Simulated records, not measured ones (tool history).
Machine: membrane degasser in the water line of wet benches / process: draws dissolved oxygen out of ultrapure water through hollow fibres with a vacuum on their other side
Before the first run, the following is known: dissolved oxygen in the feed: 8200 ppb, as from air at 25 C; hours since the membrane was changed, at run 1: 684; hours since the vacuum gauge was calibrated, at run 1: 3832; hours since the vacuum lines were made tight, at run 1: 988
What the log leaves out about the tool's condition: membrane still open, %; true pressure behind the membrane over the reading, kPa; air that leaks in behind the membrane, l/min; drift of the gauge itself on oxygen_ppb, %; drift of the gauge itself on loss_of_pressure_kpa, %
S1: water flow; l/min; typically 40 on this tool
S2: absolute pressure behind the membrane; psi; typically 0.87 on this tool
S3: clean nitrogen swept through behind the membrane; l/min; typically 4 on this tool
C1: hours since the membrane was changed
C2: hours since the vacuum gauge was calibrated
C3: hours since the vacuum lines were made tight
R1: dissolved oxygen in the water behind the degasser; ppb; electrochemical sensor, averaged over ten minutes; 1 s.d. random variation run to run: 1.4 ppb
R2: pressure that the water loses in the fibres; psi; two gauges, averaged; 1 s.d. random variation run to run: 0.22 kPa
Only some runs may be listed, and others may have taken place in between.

Run 1, hour 0: usual settings; C1 684; C2 3832; C3 988. Result: R1 141 ppb, R2 7.767 psi.
Run 2, hour 180.2: usual settings but S3 3.38 l/min; C1 864; C2 4013; C3 1169. Result: R1 153 ppb, R2 7.761 psi.
Run 3, hour 388.2: usual settings but S3 3.38 l/min; C1 1072; C2 4220; C3 1377. Result: R1 152.1 ppb, R2 7.783 psi.
Run 4, hour 618.8: usual settings but S3 3.38 l/min; C1 1303; C2 4451; C3 1607. Result: R1 152.4 ppb, R2 7.829 psi.
Run 5, hour 805.7: usual settings but S3 2.31 l/min; C1 1490; C2 4638; C3 1794. Result: R1 181.5 ppb, R2 7.835 psi.
Run 6, hour 962.5: usual settings but S3 2.31 l/min; C1 1647; C2 4795; C3 1951. Result: R1 183.8 ppb, R2 7.87 psi.
Run 7, hour 1063.3: usual settings but S3 2.31 l/min; C1 1747; C2 4896; C3 2052. Result: R1 179.7 ppb, R2 7.818 psi.
Run 8, hour 1184.7: usual settings but S3 2.31 l/min; C1 1869; C2 5017; C3 2173. Result: R1 181.4 ppb, R2 7.912 psi.
Run 9, hour 1374.6: usual settings; C1 2059; C2 5207; C3 2363. Result: R1 140.2 ppb, R2 7.836 psi.
Run 10, hour 1546: usual settings; C1 2230; C2 5378; C3 2534. Result: R1 138.7 ppb, R2 7.89 psi.
Run 11, hour 1730.5: usual settings; C1 2415; C2 5563; C3 2719. Result: R1 140.1 ppb, R2 7.913 psi.
Run 12, hour 1953.2: usual settings; C1 2637; C2 5785; C3 2942. Result: R1 141 ppb, R2 7.916 psi.
Run 13, hour 2066.4: usual settings; C1 2751; C2 5899; C3 3055. Result: R1 140.3 ppb, R2 7.894 psi.
Run 14, hour 2266.1: usual settings; C1 2950; C2 6098; C3 3255. Result: R1 139.5 ppb, R2 7.929 psi.
Run 15, hour 2409.1: usual settings; C1 3093; C2 6241; C3 3398. Result: R1 138 ppb, R2 7.977 psi.
At hour 2589.7: vacuum gauge calibrated.
Run 16, hour 2592.8: usual settings; C1 3276; C2 3; C3 3581. Result: R1 140.8 ppb, R2 7.944 psi.
Run 17, hour 2825: usual settings but S1 59 l/min, S2 1.709 psi, S3 11.02 l/min; C1 3509; C2 235; C3 3813. Result: R1 279.7 ppb, R2 11.78 psi.
Run 18, hour 2931.7: usual settings but S1 54 l/min, S2 0.963 psi; C1 3615; C2 342; C3 3920. Result: R1 247.9 ppb, R2 10.775 psi.
Run 19, hour 3081.5: usual settings but S1 45 l/min, S2 1.524 psi, S3 3.33 l/min; C1 3765; C2 492; C3 4069. Result: R1 313.3 ppb, R2 8.972 psi.
Run 20, hour 3237.9: usual settings but S1 45 l/min, S2 1.524 psi, S3 3.33 l/min; C1 3922; C2 648; C3 4226. Result: R1 320.3 ppb, R2 8.934 psi.
Run 21, hour 3396: usual settings but S1 45 l/min, S2 1.524 psi, S3 3.33 l/min; C1 4080; C2 806; C3 4384. Result: R1 317.2 ppb, R2 9.042 psi.
Run 22, hour 3523.5: usual settings but S1 44 l/min, S2 0.792 psi, S3 1.64 l/min; C1 4207; C2 934; C3 4512. Result: R1 223.2 ppb, R2 8.865 psi.
Run 23, hour 3661.4: usual settings but S1 46 l/min, S2 1.308 psi, S3 7.94 l/min; C1 4345; C2 1072; C3 4649. Result: R1 182.8 ppb, R2 9.229 psi.
At hour 3683.1: gauge calibrated.
Run 24, hour 3795.4: usual settings but S2 1.047 psi, S3 3.38 l/min; C1 4479; C2 1206; C3 4783. Result: R1 181.5 ppb, R2 7.822 psi.
Run 25, hour 4026.7: usual settings but S1 48 l/min, S2 0.712 psi, S3 3.15 l/min; C1 4710; C2 1437; C3 5015. Result: R1 173.8 ppb, R2 9.353 psi.
At hour 4184.6: seals of the vacuum lines changed.
Run 26, hour 4214.1: usual settings but S1 48 l/min, S2 0.712 psi, S3 3.45 l/min; C1 4896; C2 1622; C3 29. Result: R1 164.8 ppb, R2 9.423 psi.
Run 27, hour 4330.3: usual settings but S1 48 l/min, S2 0.712 psi, S3 3.45 l/min; C1 5012; C2 1739; C3 146. Result: R1 166.2 ppb, R2 9.387 psi.
Run 28, hour 4526.3: usual settings but S1 48 l/min, S2 0.712 psi, S3 3.45 l/min; C1 5208; C2 1935; C3 342. Result: R1 169.3 ppb, R2 9.393 psi.
Run 29, hour 4748.2: usual settings but S1 32 l/min, S2 0.593 psi, S3 10.27 l/min; C1 5430; C2 2157; C3 564. Result: R1 50.5 ppb, R2 6.266 psi.
Run 30, hour 4985.2: usual settings but S1 32 l/min, S2 0.593 psi, S3 10.27 l/min; C1 5667; C2 2393; C3 801. Result: R1 49.6 ppb, R2 6.282 psi.
Run 31, hour 5219.9: usual settings but S1 62 l/min, S2 1.662 psi, S3 5.47 l/min; C1 5902; C2 2628; C3 1035. Result: R1 396.9 ppb, R2 12.198 psi.

Alternative continuations, all from the tool just after run 31; predict every row:
Run A, hour 5355.2: usual settings but S1 29 l/min; C1 6037; C2 2763; C3 1171. Result: R1 ?, R2 ?.
Run B, hour 5355.2: usual settings but S1 62 l/min, S2 1.021 psi, S3 3.6 l/min; C1 6037; C2 2763; C3 1171. Result: R1 ?, R2 ?.
Run C, hour 5355.2: usual settings but S1 38 l/min, S2 0.644 psi, S3 10.15 l/min; C1 6037; C2 2763; C3 1171. Result: R1 ?, R2 ?.
Run D, hour 5355.2: usual settings but S1 35 l/min, S2 1.662 psi, S3 5.47 l/min; C1 6037; C2 2763; C3 1171. Result: R1 ?, R2 ?.
Run E, hour 5355.2: usual settings but S1 25 l/min, S2 1.988 psi, S3 5.47 l/min; C1 6037; C2 2763; C3 1171. Result: R1 ?, R2 ?.

run     R1      R2
  A   80.6   5.738
  B    333  12.275
  C   79.3   7.472
  D  179.2   6.895
  E  137.7   4.931
What these runs would have given with no unlogged condition in the tool:
run     R1      R2
  A   80.5   5.658
  B  332.5  12.105
  C   79.1   7.368
  D    179   6.798
  E  137.6   4.863

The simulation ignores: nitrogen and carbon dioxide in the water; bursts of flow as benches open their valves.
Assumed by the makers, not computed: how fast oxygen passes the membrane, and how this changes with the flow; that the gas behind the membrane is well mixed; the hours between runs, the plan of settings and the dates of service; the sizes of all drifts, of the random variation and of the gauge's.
